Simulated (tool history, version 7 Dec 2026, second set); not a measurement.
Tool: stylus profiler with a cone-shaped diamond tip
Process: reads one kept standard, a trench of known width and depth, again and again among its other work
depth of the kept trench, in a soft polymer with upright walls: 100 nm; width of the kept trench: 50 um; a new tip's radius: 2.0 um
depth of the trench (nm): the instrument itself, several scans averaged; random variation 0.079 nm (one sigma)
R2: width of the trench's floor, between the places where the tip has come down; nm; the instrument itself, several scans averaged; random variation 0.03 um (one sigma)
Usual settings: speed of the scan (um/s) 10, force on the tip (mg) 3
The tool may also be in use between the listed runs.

run 1 hour=0 | speed_of_the_scan_(um/s)=10 force_on_the_tip_(mg)=3 | depth_of_the_trench_(nm)=101.47 R2=48580
run 2 hour=40.3 | speed_of_the_scan_(um/s)=10 force_on_the_tip_(mg)=3 | depth_of_the_trench_(nm)=101.54 R2=48540
run 3 hour=74.5 | speed_of_the_scan_(um/s)=10 force_on_the_tip_(mg)=3 | depth_of_the_trench_(nm)=101.52 R2=48550
run 4 hour=115.6 | speed_of_the_scan_(um/s)=10 force_on_the_tip_(mg)=3 | depth_of_the_trench_(nm)=101.63 R2=48560
run 5 hour=148.6 | speed_of_the_scan_(um/s)=20 force_on_the_tip_(mg)=3 | depth_of_the_trench_(nm)=101.48 R2=48520
run 6 hour=189.5 | speed_of_the_scan_(um/s)=10 force_on_the_tip_(mg)=1.29 | depth_of_the_trench_(nm)=101.04 R2=48500
run 7 hour=230.2 | speed_of_the_scan_(um/s)=10 force_on_the_tip_(mg)=1.64 | depth_of_the_trench_(nm)=101.2 R2=48430
run 8 hour=264 | speed_of_the_scan_(um/s)=4 force_on_the_tip_(mg)=1.64 | depth_of_the_trench_(nm)=101.07 R2=48510
run 9 hour=286.3 | speed_of_the_scan_(um/s)=4 force_on_the_tip_(mg)=3.62 | depth_of_the_trench_(nm)=101.85 R2=48470
run 10 hour=305 | speed_of_the_scan_(um/s)=4 force_on_the_tip_(mg)=3.62 | depth_of_the_trench_(nm)=101.81 R2=48530
run 11 hour=323.7 | speed_of_the_scan_(um/s)=2 force_on_the_tip_(mg)=3.62 | depth_of_the_trench_(nm)=101.81 R2=48540
run 12 hour=349.5 | speed_of_the_scan_(um/s)=10 force_on_the_tip_(mg)=3 | depth_of_the_trench_(nm)=101.59 R2=48480
run 13 hour=373 | speed_of_the_scan_(um/s)=9 force_on_the_tip_(mg)=3 | depth_of_the_trench_(nm)=101.66 R2=48420
run 14 hour=390.9 | speed_of_the_scan_(um/s)=9 force_on_the_tip_(mg)=1.01 | depth_of_the_trench_(nm)=100.89 R2=48420
run 15 hour=408.6 | speed_of_the_scan_(um/s)=9 force_on_the_tip_(mg)=1.01 | depth_of_the_trench_(nm)=100.85 R2=48390
run 16 hour=435.4 | speed_of_the_scan_(um/s)=9 force_on_the_tip_(mg)=1.01 | depth_of_the_trench_(nm)=100.92 R2=48390
run 17 hour=461.1 | speed_of_the_scan_(um/s)=9 force_on_the_tip_(mg)=1.01 | depth_of_the_trench_(nm)=101.03 R2=48400
run 18 hour=495.3 | speed_of_the_scan_(um/s)=9 force_on_the_tip_(mg)=1.01 | depth_of_the_trench_(nm)=100.96 R2=48430
run 19 hour=522 | speed_of_the_scan_(um/s)=14 force_on_the_tip_(mg)=1.44 | depth_of_the_trench_(nm)=101.14 R2=48320
run 20 hour=543.4 | speed_of_the_scan_(um/s)=14 force_on_the_tip_(mg)=1.44 | depth_of_the_trench_(nm)=101.09 R2=48320
run 21 hour=573.9 | speed_of_the_scan_(um/s)=17 force_on_the_tip_(mg)=4.02 | depth_of_the_trench_(nm)=102.01 R2=48370
run 22 hour=595.5 | speed_of_the_scan_(um/s)=17 force_on_the_tip_(mg)=4.02 | depth_of_the_trench_(nm)=102.29 R2=48360
run 23 hour=618.5 | speed_of_the_scan_(um/s)=3 force_on_the_tip_(mg)=7.25 | depth_of_the_trench_(nm)=102.98 R2=48360
run 24 hour=651.4 | speed_of_the_scan_(um/s)=5 force_on_the_tip_(mg)=3 | depth_of_the_trench_(nm)=101.61 R2=48320
run 25 hour=684.1 | speed_of_the_scan_(um/s)=33 force_on_the_tip_(mg)=3 | depth_of_the_trench_(nm)=101.72 R2=48210
run 26 hour=724.1 | speed_of_the_scan_(um/s)=33 force_on_the_tip_(mg)=3 | depth_of_the_trench_(nm)=101.82 R2=48200
run 27 hour=752.4 | speed_of_the_scan_(um/s)=11 force_on_the_tip_(mg)=4.8 | depth_of_the_trench_(nm)=102.16 R2=48280
run 28 hour=788.5 | speed_of_the_scan_(um/s)=34 force_on_the_tip_(mg)=3.23 | depth_of_the_trench_(nm)=101.9 R2=48170
run 29 hour=813.4 | speed_of_the_scan_(um/s)=34 force_on_the_tip_(mg)=3.23 | depth_of_the_trench_(nm)=101.91 R2=48210
run 30 hour=845.7 | speed_of_the_scan_(um/s)=27 force_on_the_tip_(mg)=3.2 | depth_of_the_trench_(nm)=101.81 R2=48230
run 31 hour=881 | speed_of_the_scan_(um/s)=27 force_on_the_tip_(mg)=3.2 | depth_of_the_trench_(nm)=101.95 R2=48180
run 32 hour=921.2 | speed_of_the_scan_(um/s)=3 force_on_the_tip_(mg)=1.64 | depth_of_the_trench_(nm)=101.41 R2=48290
run 33 hour=942.5 | speed_of_the_scan_(um/s)=10 force_on_the_tip_(mg)=1.28 | depth_of_the_trench_(nm)=101.15 R2=48240
run 34 hour=977.2 | speed_of_the_scan_(um/s)=10 force_on_the_tip_(mg)=1.28 | depth_of_the_trench_(nm)=101.19 R2=48220
run 35 hour=1005.6 | speed_of_the_scan_(um/s)=10 force_on_the_tip_(mg)=1.28 | depth_of_the_trench_(nm)=101.36 R2=48180
run 36 hour=1040.9 | speed_of_the_scan_(um/s)=3 force_on_the_tip_(mg)=5.46 | depth_of_the_trench_(nm)=102.6 R2=48240

The same runs without the tool's hidden state, with the same run-to-run variation:
The hidden state here: radius of the tip, um; height scale over the true one, %; drift of the gauge itself on depth_nm, %; drift of the gauge itself on floor_um, %.
run=1 depth_of_the_trench_(nm)=101.32 R2=48730
run=2 depth_of_the_trench_(nm)=101.37 R2=48700
run=3 depth_of_the_trench_(nm)=101.34 R2=48730
run=4 depth_of_the_trench_(nm)=101.43 R2=48750
run=5 depth_of_the_trench_(nm)=101.28 R2=48720
run=6 depth_of_the_trench_(nm)=100.83 R2=48710
run=7 depth_of_the_trench_(nm)=100.98 R2=48650
run=8 depth_of_the_trench_(nm)=100.83 R2=48750
run=9 depth_of_the_trench_(nm)=101.61 R2=48720
run=10 depth_of_the_trench_(nm)=101.56 R2=48780
run=11 depth_of_the_trench_(nm)=101.56 R2=48800
run=12 depth_of_the_trench_(nm)=101.33 R2=48750
run=13 depth_of_the_trench_(nm)=101.39 R2=48700
run=14 depth_of_the_trench_(nm)=100.62 R2=48710
run=15 depth_of_the_trench_(nm)=100.57 R2=48680
run=16 depth_of_the_trench_(nm)=100.63 R2=48690
run=17 depth_of_the_trench_(nm)=100.74 R2=48700
run=18 depth_of_the_trench_(nm)=100.66 R2=48740
run=19 depth_of_the_trench_(nm)=100.83 R2=48640
run=20 depth_of_the_trench_(nm)=100.77 R2=48660
run=21 depth_of_the_trench_(nm)=101.68 R2=48720
run=22 depth_of_the_trench_(nm)=101.96 R2=48710
run=23 depth_of_the_trench_(nm)=102.64 R2=48720
run=24 depth_of_the_trench_(nm)=101.26 R2=48690
run=25 depth_of_the_trench_(nm)=101.36 R2=48590
run=26 depth_of_the_trench_(nm)=101.44 R2=48590
run=27 depth_of_the_trench_(nm)=101.78 R2=48680
run=28 depth_of_the_trench_(nm)=101.51 R2=48580
run=29 depth_of_the_trench_(nm)=101.51 R2=48630
run=30 depth_of_the_trench_(nm)=101.4 R2=48660
run=31 depth_of_the_trench_(nm)=101.53 R2=48620
run=32 depth_of_the_trench_(nm)=100.98 R2=48740
run=33 depth_of_the_trench_(nm)=100.72 R2=48690
run=34 depth_of_the_trench_(nm)=100.75 R2=48690
run=35 depth_of_the_trench_(nm)=100.91 R2=48660
run=36 depth_of_the_trench_(nm)=102.13 R2=48720
